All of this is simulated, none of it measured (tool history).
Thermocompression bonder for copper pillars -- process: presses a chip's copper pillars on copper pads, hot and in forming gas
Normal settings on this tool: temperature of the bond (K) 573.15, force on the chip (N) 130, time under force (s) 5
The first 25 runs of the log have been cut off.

run,hour,temperature of the bond (K),force on the chip (N),time under force (s),hours of work since the heater was calibrated,hours of work since the force cell was calibrated,hours of work since the gas filter was changed,force that shears a chip off (N)
# hour 179.3: gauge calibrated
26,181.6,585.15,130,8,276,497,155,52.0
27,192.0,565.15,126,3,282,503,161,30.2
28,202.1,565.15,126,3,288,509,167,29.8
29,212.1,565.15,179,6,294,515,173,51.1
30,220.1,573.15,130,4,299,520,178,37.3
31,229.1,593.15,111,3,304,525,183,35.0
32,234.9,593.15,111,3,308,529,187,34.9
33,244.6,553.15,188,3,313,535,192,37.2
34,254.4,569.15,130,5,319,541,198,39.4
35,261.7,569.15,130,5,324,545,203,39.3
36,268.7,600.15,130,7,328,549,207,55.9
37,274.4,600.15,172,7,331,553,210,65.7
38,282.3,600.15,172,7,336,557,215,65.7
39,290.1,600.15,172,7,341,562,220,66.2

5 ways to go on from here, each from the tool as it stands after run 39. What would each give?
A,300.7,573.15,176,7,347,568,226,?
B,300.7,559.15,172,4,347,568,226,?
C,300.7,572.15,80,7,347,568,226,?
D,300.7,600.15,172,3,347,568,226,?
E,300.7,602.15,172,7,347,568,226,?

run,force that shears a chip off (N)
A,56.7
B,41.4
C,31.4
D,51.7
E,66.6
Had the tool no hidden state, the same runs would have come out as:
run,force that shears a chip off (N)
A,56.0
B,40.9
C,31.0
D,51.1
E,65.8
